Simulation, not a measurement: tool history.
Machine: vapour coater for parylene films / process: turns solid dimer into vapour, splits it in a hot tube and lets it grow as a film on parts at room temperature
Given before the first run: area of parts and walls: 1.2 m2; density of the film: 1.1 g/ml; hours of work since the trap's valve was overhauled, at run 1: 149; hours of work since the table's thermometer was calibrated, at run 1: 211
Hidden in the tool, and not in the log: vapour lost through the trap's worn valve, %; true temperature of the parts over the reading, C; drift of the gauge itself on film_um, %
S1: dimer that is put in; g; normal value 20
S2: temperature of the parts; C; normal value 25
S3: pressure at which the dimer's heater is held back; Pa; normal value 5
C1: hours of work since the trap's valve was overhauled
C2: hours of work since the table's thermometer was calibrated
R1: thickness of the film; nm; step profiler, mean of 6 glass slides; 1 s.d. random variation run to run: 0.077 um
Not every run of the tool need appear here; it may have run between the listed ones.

run    day  S1  S2    S3   C1   C2     R1
  1      0  20  25     5  149  211  11080
  2  1.058  11  25     5  169  231   6060
  3   1.55  20  25     5  178  240  11110
  4  2.108  20  25     5  189  251  11120
  5  2.667  20  25  3.97  199  262  11330
  6  3.438  20  24     5  214  276  11350
  7  4.042  15  24  3.75  225  288   8740
  8    4.9   9  25  4.59  242  304   4960
  9  5.438  24  24  8.27  252  314  13130
 10  6.446  24  24  8.27  271  333  12990
 11  7.462  11  29   5.8  290  353   5240

Alternative continuations, all from the tool just after run 11; predict every row:
  A  8.375  30  25  2.95  308  370   ?
  B  8.375  11  36   5.4  308  370   ?
  C  8.375  19  17   5.8  308  370   ?
  D  8.375  10  35  2.99  308  370   ?

run     R1
  A  17420
  B   4340
  C  13180
  D   4290
Had the tool no hidden state, the same runs would have come out as:
run     R1
  A  17520
  B   4370
  C  13250
  D   4320

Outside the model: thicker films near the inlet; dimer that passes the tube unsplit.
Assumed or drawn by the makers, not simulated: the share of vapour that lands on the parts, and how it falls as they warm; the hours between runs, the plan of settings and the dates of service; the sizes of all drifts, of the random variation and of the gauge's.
